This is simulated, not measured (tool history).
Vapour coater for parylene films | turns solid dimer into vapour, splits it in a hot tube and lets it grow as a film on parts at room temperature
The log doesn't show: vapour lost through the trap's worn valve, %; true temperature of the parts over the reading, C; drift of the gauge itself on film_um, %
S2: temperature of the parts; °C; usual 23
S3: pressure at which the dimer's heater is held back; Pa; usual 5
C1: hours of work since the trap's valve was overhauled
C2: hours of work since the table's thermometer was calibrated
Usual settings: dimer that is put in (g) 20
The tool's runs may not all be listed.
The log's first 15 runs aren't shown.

Run 16, day 8.175: usual settings; C1 255; C2 139. Result: thickness of the film (µm) 4.28.
Run 17, day 8.75: usual settings; C1 264; C2 147. Result: thickness of the film (µm) 4.4.
Run 18, day 9.117: usual settings; C1 269; C2 152. Result: thickness of the film (µm) 4.37.
Run 19, day 9.842: usual settings; C1 280; C2 163. Result: thickness of the film (µm) 4.25.
Run 20, day 10.446: usual settings; C1 288; C2 172. Result: thickness of the film (µm) 4.33.
Run 21, day 10.871: usual settings but dimer that is put in (g) 27; C1 294; C2 178. Result: thickness of the film (µm) 5.69.
Run 22, day 11.342: usual settings but dimer that is put in (g) 27; C1 301; C2 185. Result: thickness of the film (µm) 5.75.
Run 23, day 11.871: usual settings but dimer that is put in (g) 27; C1 309; C2 192. Result: thickness of the film (µm) 5.78.
Run 24, day 12.375: usual settings but dimer that is put in (g) 27; C1 316; C2 200. Result: thickness of the film (µm) 5.65.
At day 12.929: trap's valve overhauled.
Run 25, day 13.1: usual settings but S3 3.02 Pa; C1 2; C2 208. Result: thickness of the film (µm) 5.2.
Run 26, day 13.679: usual settings but S2 26 °C; C1 11; C2 216. Result: thickness of the film (µm) 4.44.
Run 27, day 14.221: usual settings but S2 26 °C; C1 19; C2 224. Result: thickness of the film (µm) 4.36.
Run 28, day 14.712: usual settings but S2 26 °C, S3 2.66 Pa; C1 26; C2 231. Result: thickness of the film (µm) 4.98.
Run 29, day 15.171: usual settings but S3 2.29 Pa; C1 32; C2 238. Result: thickness of the film (µm) 5.34.
Run 30, day 15.55: usual settings but S3 2.29 Pa; C1 38; C2 243. Result: thickness of the film (µm) 5.37.

Forecast run 31:
Run 31, day 15.983: usual settings but dimer that is put in (g) 31, S3 9.97 Pa; C1 44; C2 249. Result: thickness of the film (µm) ?.

Run 31 gave thickness of the film (µm) 6.2.
Without the tool's hidden state the same run would have given thickness of the film (µm) 6.36.
